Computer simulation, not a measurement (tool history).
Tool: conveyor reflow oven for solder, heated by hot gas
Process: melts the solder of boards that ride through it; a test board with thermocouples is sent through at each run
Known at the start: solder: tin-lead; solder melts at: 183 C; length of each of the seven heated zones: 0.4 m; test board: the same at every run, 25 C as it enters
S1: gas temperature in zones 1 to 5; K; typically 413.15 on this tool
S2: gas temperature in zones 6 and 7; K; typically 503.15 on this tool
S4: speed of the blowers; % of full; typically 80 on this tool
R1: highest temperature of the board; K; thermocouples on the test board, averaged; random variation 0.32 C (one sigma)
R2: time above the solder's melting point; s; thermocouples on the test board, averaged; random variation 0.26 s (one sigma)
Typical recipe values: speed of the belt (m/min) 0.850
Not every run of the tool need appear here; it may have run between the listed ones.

{"run": 1, "hour": 0.0, "S1": 413.15, "S2": 503.15, "speed of the belt (m/min)": 0.85, "S4": 80, "R1": 479.75, "R2": 35.0}
{"run": 2, "hour": 9.7, "S1": 413.15, "S2": 503.15, "speed of the belt (m/min)": 0.85, "S4": 80, "R1": 479.75, "R2": 34.7}
{"run": 3, "hour": 16.8, "S1": 413.15, "S2": 503.15, "speed of the belt (m/min)": 0.85, "S4": 80, "R1": 479.75, "R2": 34.7}
{"run": 4, "hour": 25.6, "S1": 413.15, "S2": 503.15, "speed of the belt (m/min)": 0.85, "S4": 80, "R1": 480.05, "R2": 34.5}
{"hour": 30.4, "done": "belt drive overhauled, speed set with a stopwatch"}
{"run": 5, "hour": 38.8, "S1": 413.15, "S2": 503.15, "speed of the belt (m/min)": 0.85, "S4": 80, "R1": 480.35, "R2": 34.6}
{"run": 6, "hour": 49.4, "S1": 413.15, "S2": 516.15, "speed of the belt (m/min)": 0.85, "S4": 80, "R1": 489.65, "R2": 42.0}
{"hour": 55.2, "done": "belt drive overhauled, speed set with a stopwatch, once more"}
{"run": 7, "hour": 60.5, "S1": 413.15, "S2": 503.15, "speed of the belt (m/min)": 0.852, "S4": 80, "R1": 479.85, "R2": 34.6}
{"run": 8, "hour": 68.4, "S1": 413.15, "S2": 503.15, "speed of the belt (m/min)": 0.852, "S4": 80, "R1": 479.95, "R2": 34.5}
{"run": 9, "hour": 81.8, "S1": 413.15, "S2": 493.15, "speed of the belt (m/min)": 0.85, "S4": 83, "R1": 472.25, "R2": 28.0}
{"run": 10, "hour": 94.2, "S1": 413.15, "S2": 503.15, "speed of the belt (m/min)": 0.908, "S4": 57, "R1": 469.65, "R2": 21.1}

Branching from run 10: 5 alternative next runs. What would each branch give?
{"run": "A", "hour": 106.9, "S1": 420.15, "S2": 494.15, "speed of the belt (m/min)": 0.786, "S4": 80, "R1": "?", "R2": "?"}
{"run": "B", "hour": 106.9, "S1": 413.15, "S2": 501.15, "speed of the belt (m/min)": 0.85, "S4": 80, "R1": "?", "R2": "?"}
{"run": "C", "hour": 106.9, "S1": 406.15, "S2": 503.15, "speed of the belt (m/min)": 0.85, "S4": 80, "R1": "?", "R2": "?"}
{"run": "D", "hour": 106.9, "S1": 419.15, "S2": 503.15, "speed of the belt (m/min)": 0.908, "S4": 70, "R1": "?", "R2": "?"}
{"run": "E", "hour": 106.9, "S1": 418.15, "S2": 503.15, "speed of the belt (m/min)": 0.85, "S4": 51, "R1": "?", "R2": "?"}

run=A R1=475.25 R2=37.1
run=B R1=477.45 R2=32.3
run=C R1=477.75 R2=30.8
run=D R1=475.65 R2=29.2
run=E R1=471.55 R2=26.1
Without the tool's hidden state the same runs would have given:
run=A R1=479.35 R2=41.2
run=B R1=481.85 R2=36.2
run=C R1=482.25 R2=34.7
run=D R1=479.85 R2=33.0
run=E R1=475.45 R2=30.5
